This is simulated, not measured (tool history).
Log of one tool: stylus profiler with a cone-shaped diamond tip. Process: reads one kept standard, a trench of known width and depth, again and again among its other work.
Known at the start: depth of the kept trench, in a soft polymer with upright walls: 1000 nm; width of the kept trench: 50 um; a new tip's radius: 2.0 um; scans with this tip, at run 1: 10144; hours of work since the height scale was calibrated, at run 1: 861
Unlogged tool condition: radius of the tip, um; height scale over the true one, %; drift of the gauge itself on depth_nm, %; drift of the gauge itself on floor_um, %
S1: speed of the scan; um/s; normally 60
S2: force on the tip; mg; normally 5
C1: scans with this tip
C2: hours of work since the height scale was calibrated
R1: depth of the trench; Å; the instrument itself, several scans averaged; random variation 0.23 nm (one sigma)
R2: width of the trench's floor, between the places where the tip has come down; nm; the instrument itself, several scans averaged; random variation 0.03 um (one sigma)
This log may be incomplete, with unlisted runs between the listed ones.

run	day	S1	S2	C1	C2	R1	R2
1	0	60	5	10144	861	10118.5	45770
2	0.938	60	5	10295	873	10120.1	45740
3	2.721	60	5	10581	898	10121.2	45700
4	4.546	60	5	10874	923	10117.5	45730
5	6.479	60	3.65	11184	949	10091.8	45670
6	8.15	60	3.65	11453	972	10093	45640
7	9.404	60	5	11655	989	10117.3	45650
8	10.912	44	5	11896	1009	10115	45710
9	11.938	44	5	12061	1023	10113.6	45690
# day 12.088: height scale calibrated on a step standard
10	13.796	44	5	12357	23	10101	45650
11	15.421	44	5	12617	45	10102.9	45600
12	16.388	44	5	12773	59	10097.8	45600
13	17.596	33	4.86	12967	75	10094.4	45640
14	18.542	89	1.68	13118	88	10025.3	45290
15	19.488	89	1.68	13270	101	10026.5	45280
16	20.821	60	10.65	13484	119	10193.4	45580
17	22.171	127	12.44	13701	137	10213.5	45470
18	23.179	44	5	13863	151	10100.6	45530
# day 23.779: height scale calibrated on a step standard, once more
19	24.975	83	10.19	14148	16	10227.7	45490
20	26.342	158	3.71	14368	35	10113.3	45140
21	27.154	39	3.6	14498	46	10110.4	45540
22	28.183	39	3.6	14663	60	10107.4	45520

Branching from run 22: 3 alternative next runs. What would each branch give?
A	29.604	22	5	14892	79	?	?
B	29.604	37	1.91	14892	79	?	?
C	29.604	33	9.43	14892	79	?	?

run	R1	R2
A	10136.6	45540
B	10068.9	45470
C	10212.6	45560
Without the tool's hidden state the same runs would have given:
run	R1	R2
A	10138	46450
B	10070.3	46380
C	10214	46470
